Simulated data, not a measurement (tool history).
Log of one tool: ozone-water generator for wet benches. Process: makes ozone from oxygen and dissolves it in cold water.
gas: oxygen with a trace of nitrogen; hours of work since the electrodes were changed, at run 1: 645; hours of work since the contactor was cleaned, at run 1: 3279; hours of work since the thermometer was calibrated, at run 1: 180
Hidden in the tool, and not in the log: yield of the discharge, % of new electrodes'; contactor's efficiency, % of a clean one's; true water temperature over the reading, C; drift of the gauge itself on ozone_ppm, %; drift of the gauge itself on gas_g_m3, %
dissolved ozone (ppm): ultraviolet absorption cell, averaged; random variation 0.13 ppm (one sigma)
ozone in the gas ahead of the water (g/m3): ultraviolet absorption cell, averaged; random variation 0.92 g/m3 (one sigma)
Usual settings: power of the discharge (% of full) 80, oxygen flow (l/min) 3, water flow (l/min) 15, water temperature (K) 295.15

run	hour	power of the discharge (% of full)	oxygen flow (l/min)	water flow (l/min)	water temperature (K)	hours of work since the electrodes were changed	hours of work since the contactor was cleaned	hours of work since the thermometer was calibrated	dissolved ozone (ppm)	ozone in the gas ahead of the water (g/m3)
1	0	80	3	15	295.15	645	3279	180	15.5	156.3
2	50.7	80	3	15	295.15	679	3312	213	15.6	153.3
3	99.1	80	3	15	295.15	710	3344	244	15.1	154.4
4	158.4	80	3	18	295.15	749	3383	283	13.4	154.2
# hour 173.5: contactor cleaned
5	211	80	3	15	295.15	781	24	315	15.5	154.9
6	271.3	80	1.56	15	295.15	820	64	354	12.6	192.6
7	311.2	80	3	15	296.15	846	90	380	15.2	154.2
8	363.7	80	3	15	296.15	881	124	415	15.3	155.4
9	395.8	80	3.33	15	296.15	901	145	436	15.4	148.8
10	424.4	80	3.33	15	296.15	920	164	454	15.6	149
11	449.6	80	3	15	295.15	937	180	471	15.6	154.6
12	502.5	80	4.19	15	295.15	971	215	505	16.3	137.4
13	549	80	3	15	295.15	1002	245	536	15.5	154.1
14	587.3	80	3	15	295.15	1027	270	561	15.5	154.9
15	620.6	80	3	15	295.15	1048	292	583	15.4	155
16	678.1	80	3	15	295.15	1086	330	620	15.4	153.5
17	702.9	80	3	15	295.15	1102	346	636	15.3	152.9
18	743.6	80	3	15	295.15	1129	373	663	15.4	154
19	790.4	46	3	13	294.15	1159	403	693	12.3	108.1
20	816.5	46	3	13	294.15	1176	420	710	12.2	109.6
21	848.6	84	3	11	294.15	1197	441	732	19.9	159.2

Run 22 comes next. What will it give?
22	881	80	4.65	15	290.15	1219	462	753	?	?

{"run 22": {"dissolved ozone (ppm)": 18.1, "ozone in the gas ahead of the water (g/m3)": 133.4}}
Without the tool's hidden state the same run would have given dissolved ozone (ppm) 18.1, ozone in the gas ahead of the water (g/m3) 133.5.
